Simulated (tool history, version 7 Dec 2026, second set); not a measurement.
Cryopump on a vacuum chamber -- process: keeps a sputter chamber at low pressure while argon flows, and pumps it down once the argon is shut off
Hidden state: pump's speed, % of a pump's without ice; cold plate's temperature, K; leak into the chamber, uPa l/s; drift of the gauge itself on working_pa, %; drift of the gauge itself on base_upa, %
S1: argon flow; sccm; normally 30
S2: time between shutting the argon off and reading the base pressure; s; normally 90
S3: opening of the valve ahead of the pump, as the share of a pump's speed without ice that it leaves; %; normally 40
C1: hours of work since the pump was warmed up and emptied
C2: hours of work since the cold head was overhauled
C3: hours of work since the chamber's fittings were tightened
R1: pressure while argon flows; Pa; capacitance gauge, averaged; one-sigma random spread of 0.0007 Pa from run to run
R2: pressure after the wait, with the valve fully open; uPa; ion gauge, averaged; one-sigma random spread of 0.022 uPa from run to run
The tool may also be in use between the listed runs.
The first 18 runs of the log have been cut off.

run,hour,S1,S2,S3,C1,C2,C3,R1,R2
19,526.6,14,38,17,355,355,1162,0.1391,2.51
20,552.6,41,61,26,370,370,1177,0.2694,2.23
21,591.6,38,207,25,393,393,1200,0.2606,1.87
22,636.6,18,90,41,420,420,1227,0.0769,2.08
23,657,24,90,38,433,433,1239,0.111,2.11
24,692,24,75,22,453,453,1260,0.1866,2.1
25,712.7,24,75,22,466,466,1273,0.1872,2.2
26,731.5,30,24,40,477,477,1284,0.1327,3.29
27,767,30,24,40,498,498,1305,0.1341,3.39
28,802.7,30,90,44,520,520,1327,0.1229,2.23
29,843.1,30,191,40,544,544,1351,0.1345,2.11
30,876.5,30,191,40,564,564,1371,0.1341,2.12
31,907,30,90,58,582,582,1389,0.0958,2.36

Branching from run 31: 4 alternative next runs. What would each branch give?
A,936.5,34,31,17,599,599,1406,?,?
B,936.5,25,60,17,599,599,1406,?,?
C,936.5,30,126,58,599,599,1406,?,?
D,936.5,42,182,26,599,599,1406,?,?

run,R1,R2
A,0.343,3.06
B,0.2512,2.63
C,0.0954,2.31
D,0.2841,2.17
Take away the tool's hidden state, keep each run's random variation, and the runs would have read:
run,R1,R2
A,0.3303,1.39
B,0.2419,0.88
C,0.0842,0.59
D,0.2683,0.48

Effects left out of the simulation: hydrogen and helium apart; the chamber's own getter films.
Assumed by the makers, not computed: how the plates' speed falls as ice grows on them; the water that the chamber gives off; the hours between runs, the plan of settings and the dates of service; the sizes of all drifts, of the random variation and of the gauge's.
